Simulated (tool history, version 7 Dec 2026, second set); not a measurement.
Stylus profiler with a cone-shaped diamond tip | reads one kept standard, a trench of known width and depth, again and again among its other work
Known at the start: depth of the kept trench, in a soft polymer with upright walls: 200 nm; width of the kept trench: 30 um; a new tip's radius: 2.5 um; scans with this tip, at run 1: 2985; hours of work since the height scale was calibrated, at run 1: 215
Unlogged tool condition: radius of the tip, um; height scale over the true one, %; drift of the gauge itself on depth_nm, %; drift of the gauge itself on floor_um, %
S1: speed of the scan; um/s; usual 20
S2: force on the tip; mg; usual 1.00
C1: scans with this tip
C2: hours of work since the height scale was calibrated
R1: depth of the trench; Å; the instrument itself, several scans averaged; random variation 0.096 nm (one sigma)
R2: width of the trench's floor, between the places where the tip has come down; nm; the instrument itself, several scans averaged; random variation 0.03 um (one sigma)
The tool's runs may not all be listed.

run 1 hour=0.0 | S1=20 S2=1.00 | C1=2985 C2=215 | R1=2020.4 R2=27630
run 2 hour=15.1 | S1=20 S2=0.35 | C1=3073 C2=221 | R1=2011.6 R2=27560
run 3 hour=23.8 | S1=20 S2=0.35 | C1=3124 C2=225 | R1=2011.2 R2=27570
run 4 hour=32.5 | S1=20 S2=0.35 | C1=3174 C2=229 | R1=2011.3 R2=27550
run 5 hour=44.1 | S1=14 S2=1.00 | C1=3241 C2=233 | R1=2020.7 R2=27610
run 6 hour=54.8 | S1=20 S2=1.00 | C1=3304 C2=238 | R1=2021.3 R2=27640
run 7 hour=74.1 | S1=22 S2=2.64 | C1=3416 C2=246 | R1=2039.8 R2=27610
run 8 hour=84.5 | S1=22 S2=2.64 | C1=3476 C2=250 | R1=2037.7 R2=27590
-- hour=86.3 height scale calibrated on a step standard
run 9 hour=99.8 | S1=20 S2=0.36 | C1=3563 C2=6 | R1=2014.5 R2=27510
run 10 hour=114.7 | S1=11 S2=0.84 | C1=3650 C2=12 | R1=2020.6 R2=27620
run 11 hour=132.2 | S1=56 S2=1.23 | C1=3751 C2=19 | R1=2025.1 R2=27460
run 12 hour=151.5 | S1=45 S2=0.56 | C1=3863 C2=27 | R1=2015.8 R2=27350

Some steps in R1, run to run, broken into two amounts with sign: the step expected even without the hidden condition (settings, incoming material, random variation), and the rest, left for the hidden condition together with whatever gauge scatter is not in both the measured and the hidden-condition-free result:
Run 8 -> 9: S1 22 -> 20, S2 2.64 -> 0.36, height scale calibrated on a step standard. R1 -23.2 Å: hidden state +1.2, all else -24.4.
